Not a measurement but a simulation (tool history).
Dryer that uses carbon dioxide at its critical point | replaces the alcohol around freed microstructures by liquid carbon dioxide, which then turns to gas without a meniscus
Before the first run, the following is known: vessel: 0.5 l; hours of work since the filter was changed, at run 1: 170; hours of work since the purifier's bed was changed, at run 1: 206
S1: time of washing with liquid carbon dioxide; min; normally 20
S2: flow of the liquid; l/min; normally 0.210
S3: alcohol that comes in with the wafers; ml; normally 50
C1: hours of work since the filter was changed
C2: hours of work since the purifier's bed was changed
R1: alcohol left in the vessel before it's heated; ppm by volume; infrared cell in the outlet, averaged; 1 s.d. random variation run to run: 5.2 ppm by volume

Run 1, hour 0.0: usual settings; C1 170; C2 206. Result: R1 231 ppm by volume.
At hour 16.3: inlet filter changed.
Run 2, hour 28.7: usual settings; C1 9; C2 226. Result: R1 160 ppm by volume.
Run 3, hour 47.8: usual settings; C1 23; C2 240. Result: R1 179 ppm by volume.
Run 4, hour 75.6: usual settings but S3 79 ml; C1 44; C2 260. Result: R1 242 ppm by volume.
Run 5, hour 94.4: usual settings but S3 79 ml; C1 57; C2 274. Result: R1 260 ppm by volume.
Run 6, hour 117.7: usual settings but S3 79 ml; C1 75; C2 291. Result: R1 265 ppm by volume.
Run 7, hour 136.1: usual settings but S3 79 ml; C1 88; C2 305. Result: R1 286 ppm by volume.
Run 8, hour 158.9: usual settings but S3 42 ml; C1 105; C2 322. Result: R1 189 ppm by volume.
Run 9, hour 181.2: usual settings but S2 0.133 l/min, S3 42 ml; C1 121; C2 338. Result: R1 1635 ppm by volume.
Run 10, hour 206.6: usual settings but S2 0.133 l/min, S3 42 ml; C1 140; C2 357. Result: R1 1725 ppm by volume.
Run 11, hour 223.7: usual settings but S2 0.133 l/min, S3 42 ml; C1 152; C2 369. Result: R1 1764 ppm by volume.
Run 12, hour 237.4: usual settings but S1 21 min, S2 0.133 l/min, S3 26 ml; C1 162; C2 379. Result: R1 956 ppm by volume.
Run 13, hour 253.2: usual settings but S1 14 min, S2 0.143 l/min, S3 51 ml; C1 174; C2 391. Result: R1 5576 ppm by volume.
At hour 264.2: inlet filter changed.
Run 14, hour 269.7: usual settings but S1 12 min, S3 84 ml; C1 4; C2 402. Result: R1 2712 ppm by volume.
Run 15, hour 292.6: usual settings but S1 27 min, S3 80 ml; C1 21; C2 419. Result: R1 114 ppm by volume.
Run 16, hour 310.5: usual settings but S1 27 min, S3 80 ml; C1 34; C2 432. Result: R1 119 ppm by volume.
Run 17, hour 332.7: usual settings but S1 27 min, S3 80 ml; C1 50; C2 449. Result: R1 129 ppm by volume.
Run 18, hour 356.1: usual settings but S1 27 min, S3 80 ml; C1 68; C2 466. Result: R1 121 ppm by volume.
Run 19, hour 370.9: usual settings but S1 18 min, S2 0.150 l/min, S3 45 ml; C1 78; C2 477. Result: R1 1505 ppm by volume.

Alternative continuations, all from the tool just after run 19; predict every row:
Run A, hour 399.8: usual settings but S1 26 min, S2 0.159 l/min; C1 100; C2 498. Result: R1 ?.
Run B, hour 399.8: usual settings but S2 0.142 l/min, S3 48 ml; C1 100; C2 498. Result: R1 ?.
Run C, hour 399.8: usual settings but S1 21 min, S2 0.204 l/min, S3 45 ml; C1 100; C2 498. Result: R1 ?.
Run D, hour 399.8: usual settings but S1 14 min, S2 0.141 l/min, S3 64 ml; C1 100; C2 498. Result: R1 ?.
Run E, hour 399.8: usual settings but S1 18 min, S2 0.150 l/min, S3 26 ml; C1 100; C2 498. Result: R1 ?.

run    R1
  A   284
  B  1367
  C   213
  D  6489
  E   944
With the hidden condition removed and each run's random variation left untouched, the same runs would have given:
run    R1
  A   132
  B  1011
  C    74
  D  5468
  E   678

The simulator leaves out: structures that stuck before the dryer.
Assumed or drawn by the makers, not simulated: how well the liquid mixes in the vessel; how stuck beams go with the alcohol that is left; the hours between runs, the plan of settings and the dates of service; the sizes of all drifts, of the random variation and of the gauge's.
